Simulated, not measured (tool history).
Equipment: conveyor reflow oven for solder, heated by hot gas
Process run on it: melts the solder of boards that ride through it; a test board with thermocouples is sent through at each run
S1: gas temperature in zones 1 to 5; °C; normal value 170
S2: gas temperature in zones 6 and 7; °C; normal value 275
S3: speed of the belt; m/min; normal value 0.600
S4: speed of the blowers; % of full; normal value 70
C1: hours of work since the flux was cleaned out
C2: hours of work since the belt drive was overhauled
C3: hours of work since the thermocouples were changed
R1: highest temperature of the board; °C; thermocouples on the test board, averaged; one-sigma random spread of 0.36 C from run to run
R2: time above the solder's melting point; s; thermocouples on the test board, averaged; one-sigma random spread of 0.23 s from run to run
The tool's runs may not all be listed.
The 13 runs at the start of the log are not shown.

{"run": 14, "day": 5.012, "S1": 170, "S2": 275, "S3": 0.66, "S4": 70, "C1": 45, "C2": 209, "C3": 148, "R1": 252.4, "R2": 45.0}
{"run": 15, "day": 5.25, "S1": 170, "S2": 275, "S3": 0.66, "S4": 70, "C1": 50, "C2": 213, "C3": 152, "R1": 251.8, "R2": 45.2}
{"run": 16, "day": 5.625, "S1": 170, "S2": 275, "S3": 0.66, "S4": 70, "C1": 56, "C2": 220, "C3": 159, "R1": 252.0, "R2": 44.9}
{"run": 17, "day": 6.067, "S1": 170, "S2": 275, "S3": 0.6, "S4": 65, "C1": 64, "C2": 228, "C3": 167, "R1": 253.6, "R2": 51.2}
{"run": 18, "day": 6.5, "S1": 170, "S2": 275, "S3": 0.6, "S4": 65, "C1": 72, "C2": 235, "C3": 174, "R1": 254.1, "R2": 50.9}
{"run": 19, "day": 6.767, "S1": 170, "S2": 275, "S3": 0.6, "S4": 65, "C1": 77, "C2": 240, "C3": 179, "R1": 253.4, "R2": 50.5}
{"run": 20, "day": 7.225, "S1": 181, "S2": 281, "S3": 0.505, "S4": 53, "C1": 85, "C2": 248, "C3": 187, "R1": 262.2, "R2": 71.4}
{"run": 21, "day": 7.438, "S1": 164, "S2": 278, "S3": 0.711, "S4": 53, "C1": 89, "C2": 252, "C3": 191, "R1": 241.0, "R2": 30.7}
{"run": 22, "day": 7.75, "S1": 164, "S2": 278, "S3": 0.711, "S4": 53, "C1": 94, "C2": 258, "C3": 197, "R1": 240.4, "R2": 30.7}
{"run": 23, "day": 8.083, "S1": 164, "S2": 278, "S3": 0.711, "S4": 53, "C1": 100, "C2": 263, "C3": 203, "R1": 240.4, "R2": 30.1}
{"run": 24, "day": 8.35, "S1": 170, "S2": 274, "S3": 0.575, "S4": 70, "C1": 105, "C2": 268, "C3": 207, "R1": 255.6, "R2": 55.2}
{"run": 25, "day": 8.671, "S1": 170, "S2": 278, "S3": 0.708, "S4": 90, "C1": 111, "C2": 274, "C3": 213, "R1": 258.3, "R2": 45.6}
{"run": 26, "day": 8.904, "S1": 170, "S2": 278, "S3": 0.708, "S4": 90, "C1": 115, "C2": 278, "C3": 217, "R1": 258.8, "R2": 45.4}
{"run": 27, "day": 9.138, "S1": 160, "S2": 277, "S3": 0.6, "S4": 66, "C1": 119, "C2": 282, "C3": 222, "R1": 254.0, "R2": 48.2}
{"run": 28, "day": 9.438, "S1": 160, "S2": 277, "S3": 0.6, "S4": 66, "C1": 124, "C2": 288, "C3": 227, "R1": 253.8, "R2": 48.1}
{"run": 29, "day": 9.712, "S1": 170, "S2": 275, "S3": 0.6, "S4": 58, "C1": 129, "C2": 293, "C3": 232, "R1": 251.3, "R2": 48.4}
{"run": 30, "day": 9.946, "S1": 166, "S2": 280, "S3": 0.481, "S4": 70, "C1": 133, "C2": 297, "C3": 236, "R1": 266.7, "R2": 72.5}

Estimate the outcome of run 31 from the log above:
{"run": 31, "day": 10.438, "S1": 166, "S2": 280, "S3": 0.481, "S4": 70, "C1": 142, "C2": 305, "C3": 245, "R1": "?", "R2": "?"}

Run 31 produced R1 267.0 °C, R2 73.2 s.
Had the tool carried no hidden state, the very same run would have given R1 267.1 °C, R2 73.2 s.

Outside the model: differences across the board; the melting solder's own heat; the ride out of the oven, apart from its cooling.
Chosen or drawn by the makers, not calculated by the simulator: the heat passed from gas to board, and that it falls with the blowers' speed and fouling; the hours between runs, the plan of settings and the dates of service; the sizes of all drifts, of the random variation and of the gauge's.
